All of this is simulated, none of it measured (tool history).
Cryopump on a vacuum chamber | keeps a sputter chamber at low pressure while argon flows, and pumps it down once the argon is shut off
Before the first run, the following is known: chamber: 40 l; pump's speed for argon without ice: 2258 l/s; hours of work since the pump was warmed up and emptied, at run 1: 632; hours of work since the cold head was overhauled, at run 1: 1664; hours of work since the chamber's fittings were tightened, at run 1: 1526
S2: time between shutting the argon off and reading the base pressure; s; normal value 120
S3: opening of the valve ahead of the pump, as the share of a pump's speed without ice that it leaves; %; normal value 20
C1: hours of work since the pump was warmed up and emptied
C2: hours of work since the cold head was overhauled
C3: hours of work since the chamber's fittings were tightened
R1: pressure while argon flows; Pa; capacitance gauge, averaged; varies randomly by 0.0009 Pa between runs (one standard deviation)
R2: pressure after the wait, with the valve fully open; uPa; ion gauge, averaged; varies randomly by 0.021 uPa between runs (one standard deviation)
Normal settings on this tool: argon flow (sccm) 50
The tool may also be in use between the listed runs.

run 1 day=0.000 | argon_flow_(sccm)=50 S2=120 S3=20 | C1=632 C2=1664 C3=1526 | R1=0.1921 R2=1.42
run 2 day=1.900 | argon_flow_(sccm)=50 S2=120 S3=20 | C1=666 C2=1698 C3=1560 | R1=0.1943 R2=1.54
run 3 day=3.938 | argon_flow_(sccm)=69 S2=120 S3=20 | C1=702 C2=1734 C3=1595 | R1=0.2659 R2=1.52
run 4 day=6.000 | argon_flow_(sccm)=69 S2=120 S3=20 | C1=738 C2=1770 C3=1632 | R1=0.2674 R2=1.56
run 5 day=8.638 | argon_flow_(sccm)=50 S2=120 S3=20 | C1=784 C2=1816 C3=1678 | R1=0.1925 R2=1.55
run 6 day=11.662 | argon_flow_(sccm)=30 S2=120 S3=20 | C1=837 C2=1869 C3=1731 | R1=0.1158 R2=1.65
run 7 day=15.233 | argon_flow_(sccm)=30 S2=68 S3=20 | C1=900 C2=1932 C3=1794 | R1=0.1166 R2=1.97
run 8 day=19.183 | argon_flow_(sccm)=43 S2=92 S3=32 | C1=970 C2=2002 C3=1863 | R1=0.1084 R2=1.86
-- day=21.075 pump warmed up, emptied and cooled again
run 9 day=22.146 | argon_flow_(sccm)=41 S2=200 S3=56 | C1=19 C2=2050 C3=1912 | R1=0.0555 R2=1.43
run 10 day=25.867 | argon_flow_(sccm)=54 S2=31 S3=41 | C1=84 C2=2115 C3=1977 | R1=0.1009 R2=2.54
run 11 day=28.692 | argon_flow_(sccm)=60 S2=58 S3=28 | C1=134 C2=2165 C3=2027 | R1=0.1645 R2=1.98
run 12 day=30.583 | argon_flow_(sccm)=60 S2=58 S3=28 | C1=167 C2=2198 C3=2060 | R1=0.1631 R2=1.99
run 13 day=34.529 | argon_flow_(sccm)=22 S2=120 S3=20 | C1=237 C2=2268 C3=2130 | R1=0.0829 R2=1.72

Here are 4 independent what-if runs from the current tool condition. What would each one return?
run A day=36.921 | argon_flow_(sccm)=44 S2=50 S3=56 | C1=279 C2=2310 C3=2172 | R1=? R2=?
run B day=36.921 | argon_flow_(sccm)=22 S2=120 S3=22 | C1=279 C2=2310 C3=2172 | R1=? R2=?
run C day=36.921 | argon_flow_(sccm)=94 S2=38 S3=44 | C1=279 C2=2310 C3=2172 | R1=? R2=?
run D day=36.921 | argon_flow_(sccm)=87 S2=120 S3=47 | C1=279 C2=2310 C3=2172 | R1=? R2=?

run=A R1=0.0610 R2=2.26
run=B R1=0.0772 R2=1.71
run=C R1=0.1661 R2=2.45
run=D R1=0.1445 R2=1.80
Without the tool's unlogged condition, the same runs would have read:
run=A R1=0.0582 R2=0.93
run=B R1=0.0758 R2=0.43
run=C R1=0.1600 R2=1.15
run=D R1=0.1388 R2=0.49
